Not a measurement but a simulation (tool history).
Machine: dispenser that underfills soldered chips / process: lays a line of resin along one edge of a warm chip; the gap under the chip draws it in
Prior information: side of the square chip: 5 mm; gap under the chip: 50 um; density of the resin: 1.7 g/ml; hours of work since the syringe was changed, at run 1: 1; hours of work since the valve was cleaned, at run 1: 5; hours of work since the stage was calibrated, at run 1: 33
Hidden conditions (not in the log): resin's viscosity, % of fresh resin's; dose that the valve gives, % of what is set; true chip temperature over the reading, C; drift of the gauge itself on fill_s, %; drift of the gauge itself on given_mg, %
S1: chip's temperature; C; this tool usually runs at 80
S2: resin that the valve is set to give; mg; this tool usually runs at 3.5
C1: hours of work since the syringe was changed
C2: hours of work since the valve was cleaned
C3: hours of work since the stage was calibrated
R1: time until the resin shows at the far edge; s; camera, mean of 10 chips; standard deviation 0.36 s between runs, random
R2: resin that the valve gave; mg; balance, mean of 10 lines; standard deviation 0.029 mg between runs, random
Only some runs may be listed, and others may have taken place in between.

run     day  S1    S2  C1   C2   C3    R1    R2
  1       0  80   3.5   1    5   33  20.4  3.52
      0.367  -- new syringe of resin
  2   0.433  80   3.5   1   12   40  21.2  3.45
  3   0.683  80   3.5   6   16   44  32.1  3.45
      0.796  -- new syringe of resin
  4   1.083  80   3.5   5   23   51  30.3   3.4
       1.25  -- new syringe of resin
  5   1.438  80   3.5   3   29   57    25   3.4
      1.688  -- new syringe of resin
  6   1.692  80   3.5   0   34   62  18.9  3.39
  7   2.029  80   3.5   6   39   68    33  3.35
      2.108  -- new syringe of resin
  8   2.454  80   3.5   6   47   75  32.6  3.33
      2.567  -- new syringe of resin
  9   2.788  80   3.5   4   52   80  27.2  3.31
      3.017  -- new syringe of resin
 10   3.121  80  3.19   2   58   86  23.2  3.04
 11   3.346  80  3.19   6   62   90    31  2.97
      3.442  -- new syringe of resin
 12   3.596  80   3.8   3   66   94  23.8  3.54
      3.862  -- new syringe of resin
 13   3.971  80   3.8   2   73  101  22.9  3.57
      4.321  -- new syringe of resin
 14   4.321  80   3.8   0   78  107  18.3  3.51
 15   4.538  80   3.8   4   82  110    27  3.48
      4.742  -- new syringe of resin
 16   4.796  80   3.8   1   87  115  21.8  3.52
 17   5.129  80   3.8   7   93  121    35   3.5
      5.162  -- new syringe of resin
 18   5.454  82   3.5   5   98  126  27.8  3.14
      5.596  -- new syringe of resin
 19   5.771  71  3.92   3  103  131  39.4  3.54
      6.017  -- new syringe of resin
 20   6.058  71  3.64   1  108  136  31.4  3.28
      6.446  -- new syringe of resin
 21   6.496  80   3.6   1  116  144  21.3  3.22
 22   6.667  80   3.6   4  119  147  27.9   3.2
      6.867  -- new syringe of resin
 23   6.962  80   3.6   2  124  152  22.4  3.17
      7.038  -- dispensing valve cleaned and set on the balance
      7.354  -- new syringe of resin
 24   7.429  88  4.15   1    7  159  14.7  4.09
 25   7.679  88  4.15   6   11  163  21.9  4.15
      7.788  -- new syringe of resin
 26   8.012  66  4.34   4   17  169  54.9  4.27
      8.225  -- new syringe of resin
 27   8.333  92  3.11   2   22  175  13.1  3.11
      8.646  -- new syringe of resin
 28   8.771  66  3.58   2   30  182    46  3.44
 29   9.025  67   4.4   7   34  186  63.3   4.2
      9.071  -- new syringe of resin
 30   9.362  67   4.4   5   40  192  57.3  4.21
      9.504  -- new syringe of resin
 31   9.729  79  3.76   4   46  198  28.1  3.55
      9.946  -- new syringe of resin
 32  10.154  79  3.76   4   53  206  27.1  3.55
     10.388  -- new syringe of resin
 33  10.429  83  3.31   1   58  210  17.1  3.09
     10.821  -- new syringe of resin
 34  10.821  77  4.43   0   65  217  21.8  4.11
 35  11.117  77  4.43   5   70  222  34.7   4.1
     11.279  -- new syringe of resin
 36  11.558  88  3.69   5   77  230  20.3  3.36

Consider 3 possible next runs. They are alternatives, not a sequence: every one starts from the tool as it was left by run 36. What does each give?
     11.733  -- new syringe of resin
  A  11.842  91  3.45   2  82  235   ?   ?
     11.733  -- new syringe of resin
  B  11.842  80  3.62   2  82  235   ?   ?
     11.733  -- new syringe of resin
  C  11.842  75  3.04   2  82  235   ?   ?

run    R1    R2
  A  12.7  3.19
  B  22.7  3.32
  C  29.3  2.81
Without the tool's hidden state the same runs would have given:
run    R1    R2
  A  11.2  3.47
  B  20.2  3.61
  C  25.7  3.06

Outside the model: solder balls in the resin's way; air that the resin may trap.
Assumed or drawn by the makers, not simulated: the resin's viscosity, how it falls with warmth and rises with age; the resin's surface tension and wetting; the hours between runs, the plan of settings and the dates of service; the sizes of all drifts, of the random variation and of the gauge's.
